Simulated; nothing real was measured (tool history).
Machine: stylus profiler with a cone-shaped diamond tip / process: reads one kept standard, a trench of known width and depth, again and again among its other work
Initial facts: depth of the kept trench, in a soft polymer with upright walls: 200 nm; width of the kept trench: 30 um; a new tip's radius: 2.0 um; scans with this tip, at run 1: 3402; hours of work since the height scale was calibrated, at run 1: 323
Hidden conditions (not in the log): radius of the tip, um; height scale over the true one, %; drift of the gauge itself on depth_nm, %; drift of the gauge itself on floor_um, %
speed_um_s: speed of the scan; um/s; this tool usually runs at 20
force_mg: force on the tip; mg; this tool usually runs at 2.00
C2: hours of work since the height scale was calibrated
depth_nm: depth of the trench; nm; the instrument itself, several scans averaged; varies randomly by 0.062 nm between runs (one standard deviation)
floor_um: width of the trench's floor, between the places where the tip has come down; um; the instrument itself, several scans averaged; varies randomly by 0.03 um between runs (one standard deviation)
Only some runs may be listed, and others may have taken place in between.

run 1 hour=0.0 | speed_um_s=20 force_mg=2.00 | scans_with_this_tip=3402 C2=323 | depth_nm=201.40 floor_um=28.17
run 2 hour=15.0 | speed_um_s=17 force_mg=2.00 | scans_with_this_tip=3488 C2=331 | depth_nm=201.30 floor_um=28.11
run 3 hour=23.6 | speed_um_s=20 force_mg=2.00 | scans_with_this_tip=3538 C2=336 | depth_nm=201.31 floor_um=28.20
run 4 hour=38.5 | speed_um_s=20 force_mg=2.00 | scans_with_this_tip=3624 C2=344 | depth_nm=201.39 floor_um=28.06
run 5 hour=45.2 | speed_um_s=20 force_mg=2.00 | scans_with_this_tip=3663 C2=348 | depth_nm=201.42 floor_um=28.15
run 6 hour=58.2 | speed_um_s=20 force_mg=2.00 | scans_with_this_tip=3738 C2=355 | depth_nm=201.39 floor_um=28.15
run 7 hour=67.0 | speed_um_s=9 force_mg=2.00 | scans_with_this_tip=3789 C2=360 | depth_nm=201.42 floor_um=28.16
run 8 hour=73.8 | speed_um_s=5 force_mg=2.00 | scans_with_this_tip=3828 C2=363 | depth_nm=201.35 floor_um=28.22
run 9 hour=80.7 | speed_um_s=5 force_mg=2.00 | scans_with_this_tip=3868 C2=367 | depth_nm=201.39 floor_um=28.25
run 10 hour=91.3 | speed_um_s=5 force_mg=2.00 | scans_with_this_tip=3929 C2=373 | depth_nm=201.38 floor_um=28.17
run 11 hour=105.3 | speed_um_s=20 force_mg=2.00 | scans_with_this_tip=4010 C2=381 | depth_nm=201.40 floor_um=28.11
run 12 hour=120.4 | speed_um_s=30 force_mg=2.00 | scans_with_this_tip=4097 C2=389 | depth_nm=201.38 floor_um=28.09
run 13 hour=133.8 | speed_um_s=20 force_mg=2.00 | scans_with_this_tip=4175 C2=396 | depth_nm=201.41 floor_um=28.15
run 14 hour=141.2 | speed_um_s=20 force_mg=2.00 | scans_with_this_tip=4218 C2=400 | depth_nm=201.26 floor_um=28.17
run 15 hour=151.2 | speed_um_s=20 force_mg=2.00 | scans_with_this_tip=4275 C2=406 | depth_nm=201.43 floor_um=28.17
run 16 hour=158.2 | speed_um_s=5 force_mg=2.00 | scans_with_this_tip=4316 C2=410 | depth_nm=201.32 floor_um=28.24
run 17 hour=169.2 | speed_um_s=5 force_mg=2.00 | scans_with_this_tip=4380 C2=416 | depth_nm=201.34 floor_um=28.20
run 18 hour=178.6 | speed_um_s=20 force_mg=2.17 | scans_with_this_tip=4434 C2=421 | depth_nm=201.46 floor_um=28.17
run 19 hour=192.3 | speed_um_s=20 force_mg=2.17 | scans_with_this_tip=4513 C2=428 | depth_nm=201.46 floor_um=28.15
run 20 hour=208.3 | speed_um_s=20 force_mg=2.00 | scans_with_this_tip=4606 C2=437 | depth_nm=201.38 floor_um=28.14
run 21 hour=220.0 | speed_um_s=20 force_mg=2.00 | scans_with_this_tip=4673 C2=444 | depth_nm=201.42 floor_um=28.11
run 22 hour=228.5 | speed_um_s=20 force_mg=0.88 | scans_with_this_tip=4723 C2=448 | depth_nm=200.79 floor_um=28.09
run 23 hour=239.8 | speed_um_s=20 force_mg=0.88 | scans_with_this_tip=4788 C2=454 | depth_nm=200.86 floor_um=28.09
run 24 hour=254.9 | speed_um_s=20 force_mg=0.88 | scans_with_this_tip=4875 C2=463 | depth_nm=200.72 floor_um=28.18
run 25 hour=263.4 | speed_um_s=20 force_mg=4.55 | scans_with_this_tip=4924 C2=467 | depth_nm=202.40 floor_um=28.23
run 26 hour=274.5 | speed_um_s=20 force_mg=4.35 | scans_with_this_tip=4989 C2=474 | depth_nm=202.38 floor_um=28.21
run 27 hour=282.0 | speed_um_s=20 force_mg=1.38 | scans_with_this_tip=5032 C2=478 | depth_nm=201.15 floor_um=28.11
run 28 hour=294.7 | speed_um_s=20 force_mg=1.38 | scans_with_this_tip=5105 C2=485 | depth_nm=201.10 floor_um=28.16
run 29 hour=307.2 | speed_um_s=52 force_mg=1.91 | scans_with_this_tip=5177 C2=491 | depth_nm=201.33 floor_um=27.95
run 30 hour=318.9 | speed_um_s=8 force_mg=2.00 | scans_with_this_tip=5245 C2=498 | depth_nm=201.41 floor_um=28.20
run 31 hour=326.3 | speed_um_s=78 force_mg=2.12 | scans_with_this_tip=5288 C2=502 | depth_nm=201.49 floor_um=27.88
run 32 hour=342.6 | speed_um_s=12 force_mg=0.76 | scans_with_this_tip=5382 C2=511 | depth_nm=200.75 floor_um=28.17
run 33 hour=356.2 | speed_um_s=37 force_mg=2.81 | scans_with_this_tip=5461 C2=518 | depth_nm=201.70 floor_um=28.12
run 34 hour=370.0 | speed_um_s=12 force_mg=4.80 | scans_with_this_tip=5540 C2=526 | depth_nm=202.45 floor_um=28.21
run 35 hour=380.2 | speed_um_s=12 force_mg=0.71 | scans_with_this_tip=5599 C2=531 | depth_nm=200.76 floor_um=28.07
run 36 hour=393.1 | speed_um_s=17 force_mg=0.71 | scans_with_this_tip=5674 C2=539 | depth_nm=200.71 floor_um=28.09
run 37 hour=400.5 | speed_um_s=17 force_mg=0.71 | scans_with_this_tip=5717 C2=543 | depth_nm=200.74 floor_um=28.08
run 38 hour=411.0 | speed_um_s=45 force_mg=1.50 | scans_with_this_tip=5777 C2=548 | depth_nm=201.16 floor_um=27.93
run 39 hour=423.4 | speed_um_s=45 force_mg=1.50 | scans_with_this_tip=5849 C2=555 | depth_nm=201.08 floor_um=27.96
run 40 hour=434.8 | speed_um_s=24 force_mg=0.93 | scans_with_this_tip=5915 C2=561 | depth_nm=200.91 floor_um=28.04
run 41 hour=451.1 | speed_um_s=17 force_mg=1.26 | scans_with_this_tip=6009 C2=570 | depth_nm=201.04 floor_um=28.14
run 42 hour=460.7 | speed_um_s=6 force_mg=5.44 | scans_with_this_tip=6065 C2=576 | depth_nm=202.68 floor_um=28.26
run 43 hour=469.3 | speed_um_s=17 force_mg=2.00 | scans_with_this_tip=6114 C2=580 | depth_nm=201.32 floor_um=28.14
run 44 hour=479.4 | speed_um_s=17 force_mg=2.00 | scans_with_this_tip=6172 C2=586 | depth_nm=201.40 floor_um=28.15
run 45 hour=493.9 | speed_um_s=9 force_mg=2.82 | scans_with_this_tip=6257 C2=594 | depth_nm=201.78 floor_um=28.17
run 46 hour=502.6 | speed_um_s=55 force_mg=2.23 | scans_with_this_tip=6306 C2=599 | depth_nm=201.58 floor_um=27.96
run 47 hour=513.3 | speed_um_s=55 force_mg=2.23 | scans_with_this_tip=6368 C2=604 | depth_nm=201.48 floor_um=27.95

Each row is a separate what-if for the run after 47, all from the same tool condition, not one after another. Results?
run A hour=524.0 | speed_um_s=20 force_mg=2.00 | scans_with_this_tip=6430 C2=610 | depth_nm=? floor_um=?
run B hour=524.0 | speed_um_s=15 force_mg=3.27 | scans_with_this_tip=6430 C2=610 | depth_nm=? floor_um=?
run C hour=524.0 | speed_um_s=46 force_mg=0.90 | scans_with_this_tip=6430 C2=610 | depth_nm=? floor_um=?

run=A depth_nm=201.37 floor_um=28.13
run=B depth_nm=201.87 floor_um=28.24
run=C depth_nm=200.79 floor_um=27.92
Stripped of hidden state, with their random variation kept, the same runs would have yielded:
run=A depth_nm=201.37 floor_um=28.13
run=B depth_nm=201.87 floor_um=28.25
run=C depth_nm=200.79 floor_um=27.92

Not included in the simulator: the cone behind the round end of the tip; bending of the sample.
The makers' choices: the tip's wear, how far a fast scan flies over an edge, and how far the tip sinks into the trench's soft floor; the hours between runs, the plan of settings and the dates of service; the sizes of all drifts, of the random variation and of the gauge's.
